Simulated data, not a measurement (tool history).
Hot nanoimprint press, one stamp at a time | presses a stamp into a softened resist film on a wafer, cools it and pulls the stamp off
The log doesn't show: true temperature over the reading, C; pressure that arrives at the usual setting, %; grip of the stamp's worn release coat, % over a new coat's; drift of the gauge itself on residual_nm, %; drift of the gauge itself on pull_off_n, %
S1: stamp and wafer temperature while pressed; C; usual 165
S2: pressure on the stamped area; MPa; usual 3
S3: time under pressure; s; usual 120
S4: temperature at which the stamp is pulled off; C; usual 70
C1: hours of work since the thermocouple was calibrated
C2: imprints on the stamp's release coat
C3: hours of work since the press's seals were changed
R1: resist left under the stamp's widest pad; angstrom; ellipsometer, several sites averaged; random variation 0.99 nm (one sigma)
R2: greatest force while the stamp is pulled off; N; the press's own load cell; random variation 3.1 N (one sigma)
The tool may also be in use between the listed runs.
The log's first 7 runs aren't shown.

| run | hour | S1 | S2 | S3 | S4 | C1 | C2 | C3 | R1 | R2 |
|---|---|---|---|---|---|---|---|---|---|---|
| 8 | 131.4 | 165 | 4.15 | 120 | 70 | 265 | 1858 | 698 | 1245 | 153 |
| 9 | 147.5 | 165 | 3 | 120 | 71 | 276 | 1906 | 710 | 1452 | 150 |
| 10 | 161 | 165 | 3 | 120 | 70 | 286 | 1947 | 719 | 1416 | 149 |
| 11 | 187.8 | 165 | 3 | 120 | 70 | 304 | 2027 | 738 | 1428 | 152 |
| 12 | 210.4 | 165 | 3 | 120 | 70 | 320 | 2095 | 754 | 1423 | 155 |
| 13 | 237.4 | 165 | 3 | 120 | 70 | 339 | 2176 | 773 | 1438 | 148 |
|  | 255.7 | stamp cleaned and given a new release coat |
| 14 | 262 | 165 | 3 | 120 | 70 | 352 | 19 | 786 | 1421 | 147 |
| 15 | 275.9 | 165 | 3 | 129 | 70 | 362 | 61 | 796 | 1389 | 156 |
| 16 | 302.7 | 165 | 3.77 | 120 | 62 | 381 | 141 | 814 | 1294 | 167 |
| 17 | 318.6 | 165 | 3.77 | 120 | 62 | 392 | 189 | 826 | 1298 | 169 |
| 18 | 349 | 171 | 2.1 | 120 | 60 | 414 | 280 | 847 | 1418 | 171 |
| 19 | 370.4 | 154 | 2.34 | 120 | 70 | 429 | 344 | 862 | 2040 | 149 |
| 20 | 390.3 | 154 | 2.34 | 120 | 70 | 443 | 404 | 876 | 2026 | 149 |
| 21 | 406.9 | 154 | 1.83 | 120 | 70 | 454 | 454 | 888 | 2109 | 151 |
| 22 | 431 | 165 | 3.32 | 144 | 70 | 471 | 526 | 905 | 1277 | 144 |
| 23 | 446.8 | 165 | 3.32 | 144 | 70 | 482 | 574 | 916 | 1295 | 152 |
| 24 | 476 | 164 | 2.82 | 144 | 70 | 503 | 661 | 936 | 1434 | 146 |
| 25 | 494.8 | 166 | 3 | 120 | 64 | 516 | 718 | 949 | 1384 | 164 |
| 26 | 519 | 166 | 3 | 120 | 64 | 533 | 791 | 966 | 1389 | 166 |
| 27 | 543.1 | 161 | 3.73 | 83 | 71 | 550 | 863 | 983 | 1643 | 141 |
| 28 | 558.3 | 164 | 3.64 | 153 | 76 | 561 | 909 | 994 | 1255 | 134 |
| 29 | 586.4 | 158 | 3 | 135 | 70 | 580 | 993 | 1014 | 1689 | 147 |
|  | 591.9 | plate thermocouple calibrated |
| 30 | 609.2 | 158 | 3 | 135 | 70 | 12 | 1053 | 1028 | 1666 | 143 |

Forecast each of these 3 alternatives for the next run:
| A | 631.3 | 158 | 3 | 62 | 70 | 28 | 1119 | 1043 | ? | ? |
| B | 631.3 | 165 | 1.98 | 120 | 68 | 28 | 1119 | 1043 | ? | ? |
| C | 631.3 | 165 | 3.84 | 127 | 70 | 28 | 1119 | 1043 | ? | ? |

| run | R1 | R2 |
|---|---|---|
| A | 1986 | 151 |
| B | 1672 | 152 |
| C | 1255 | 148 |
Without the tool's hidden state the same runs would have given:
| run | R1 | R2 |
|---|---|---|
| A | 1985 | 151 |
| B | 1671 | 151 |
| C | 1253 | 147 |

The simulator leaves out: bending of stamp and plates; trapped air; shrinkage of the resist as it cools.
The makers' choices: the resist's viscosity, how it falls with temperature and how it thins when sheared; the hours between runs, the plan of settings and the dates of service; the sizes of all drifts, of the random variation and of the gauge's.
